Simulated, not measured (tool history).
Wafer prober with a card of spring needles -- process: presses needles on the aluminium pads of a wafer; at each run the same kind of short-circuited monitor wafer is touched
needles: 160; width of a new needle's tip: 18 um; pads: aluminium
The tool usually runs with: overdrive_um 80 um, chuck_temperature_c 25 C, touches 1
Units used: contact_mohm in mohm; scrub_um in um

run	day	overdrive_um	chuck_temperature_c	touches	contact_mohm	scrub_um
1	0.000	80	25	1	245	18.57
# day 0.138: tips cleaned on abrasive film
# day 0.738: tips cleaned on abrasive film
2	0.892	80	25	1	241	18.60
# day 1.400: tips cleaned on abrasive film
# day 1.642: height of the first contact set anew
# day 2.042: tips cleaned on abrasive film
3	2.238	80	25	1	247	18.56
# day 2.625: tips cleaned on abrasive film
# day 3.179: tips cleaned on abrasive film
4	3.179	80	25	1	243	18.56
# day 3.808: tips cleaned on abrasive film
# day 4.433: tips cleaned on abrasive film
5	4.458	80	25	1	245	18.58
# day 5.042: tips cleaned on abrasive film
6	5.375	65	25	1	242	15.10
# day 5.642: tips cleaned on abrasive film
# day 6.221: tips cleaned on abrasive film
7	6.454	65	25	1	250	15.11
# day 6.854: tips cleaned on abrasive film
# day 7.429: tips cleaned on abrasive film
# day 7.962: tips cleaned on abrasive film
8	8.396	65	25	1	250	15.01
# day 8.533: tips cleaned on abrasive film
# day 9.183: tips cleaned on abrasive film
# day 9.808: tips cleaned on abrasive film
9	9.808	80	25	1	244	18.53
# day 10.458: tips cleaned on abrasive film
10	10.808	80	25	1	244	18.53
# day 11.062: tips cleaned on abrasive film
# day 11.704: tips cleaned on abrasive film
11	11.933	80	39	1	250	18.54
# day 12.267: tips cleaned on abrasive film
# day 12.883: tips cleaned on abrasive film
12	13.354	80	80	1	260	18.51
# day 13.492: tips cleaned on abrasive film
# day 14.108: tips cleaned on abrasive film
# day 14.754: tips cleaned on abrasive film
13	15.062	80	80	1	260	18.54
# day 15.325: tips cleaned on abrasive film
# day 15.858: tips cleaned on abrasive film
# day 16.396: tips cleaned on abrasive film
14	16.475	80	36	1	247	18.56
# day 16.879: height of the first contact set anew
# day 16.979: tips cleaned on abrasive film
15	17.421	80	36	1	248	18.53
# day 17.558: tips cleaned on abrasive film
# day 18.158: tips cleaned on abrasive film
# day 18.729: tips cleaned on abrasive film
16	18.729	69	53	2	256	15.89
# day 19.283: tips cleaned on abrasive film
17	19.771	80	25	3	244	18.48
# day 19.908: tips cleaned on abrasive film
# day 20.542: tips cleaned on abrasive film
18	20.742	88	42	2	245	20.31
# day 21.138: tips cleaned on abrasive film
# day 21.712: tips cleaned on abrasive film
# day 22.379: tips cleaned on abrasive film
19	22.896	65	28	1	249	15.05
# day 23.033: tips cleaned on abrasive film
# day 23.692: tips cleaned on abrasive film
20	24.150	65	28	1	250	14.99
# day 24.288: tips cleaned on abrasive film
# day 24.821: tips cleaned on abrasive film
# day 25.446: tips cleaned on abrasive film
21	25.725	72	28	2	249	16.63
# day 25.983: tips cleaned on abrasive film
# day 26.612: tips cleaned on abrasive film
22	26.896	96	61	1	250	22.12

Run 23, settings as shown, results not yet in. Your forecast:
# day 27.167: tips cleaned on abrasive film
# day 27.700: tips cleaned on abrasive film
# day 28.321: tips cleaned on abrasive film
# day 28.900: tips cleaned on abrasive film
23	28.904	80	40	2	?	?

Run 23 gave contact_mohm 247 mohm, scrub_um 18.45 um.
Minus the tool's unlogged condition, the same run would have read contact_mohm 247 mohm, scrub_um 18.62 um.
